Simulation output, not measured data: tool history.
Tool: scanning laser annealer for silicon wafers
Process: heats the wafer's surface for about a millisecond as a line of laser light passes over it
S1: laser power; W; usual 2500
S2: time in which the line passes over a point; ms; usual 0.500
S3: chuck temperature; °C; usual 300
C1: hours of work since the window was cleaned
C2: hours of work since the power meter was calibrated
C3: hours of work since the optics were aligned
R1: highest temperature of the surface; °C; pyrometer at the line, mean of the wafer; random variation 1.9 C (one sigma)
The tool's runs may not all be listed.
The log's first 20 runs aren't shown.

run,hour,S1,S2,S3,C1,C2,C3,R1
21,689.9,2708,0.439,287,367,544,367,1122
22,723.6,2708,0.439,287,384,561,384,1122
23,768.9,2191,0.524,291,407,584,407,999
24,809.5,2511,0.421,271,428,604,428,1012
25,853.8,2440,0.558,300,450,626,450,1133
26,900.7,2264,0.354,324,474,650,474,917
27,921.5,2298,0.474,315,484,661,484,1021
28,951.5,2545,0.446,300,499,676,499,1077
29,998.8,2500,0.509,338,523,700,523,1151
30,1040.8,2676,0.500,309,544,721,544,1182
31,1079.4,2676,0.500,309,564,740,564,1180
32,1118.2,2721,0.490,300,583,760,583,1182
33,1138.7,2589,0.438,300,594,770,594,1078
34,1160.3,2500,0.430,313,605,781,605,1055
35,1180.7,2494,0.366,300,615,791,615,978
36,1228.1,2134,0.500,276,639,815,639,933
37,1252.5,2167,0.433,276,651,828,651,897
# hour 1275.6: window over the wafer cleaned
38,1275.6,2371,0.465,280,0,838,662,1020
39,1295.3,2500,0.438,332,10,848,672,1100
40,1332.8,2500,0.386,336,29,867,691,1053

5 ways to go on from here, each from the tool as it stands after run 40. What would each give?
A,1367.2,2500,0.386,303,46,884,708,?
B,1367.2,2311,0.500,262,46,884,708,?
C,1367.2,2378,0.398,300,46,884,708,?
D,1367.2,2500,0.552,336,46,884,708,?
E,1367.2,2641,0.386,303,46,884,708,?

run,R1
A,1019
B,1008
C,985
D,1201
E,1061
Without the tool's hidden state the same runs would have given:
run,R1
A,1029
B,1019
C,995
D,1214
E,1073

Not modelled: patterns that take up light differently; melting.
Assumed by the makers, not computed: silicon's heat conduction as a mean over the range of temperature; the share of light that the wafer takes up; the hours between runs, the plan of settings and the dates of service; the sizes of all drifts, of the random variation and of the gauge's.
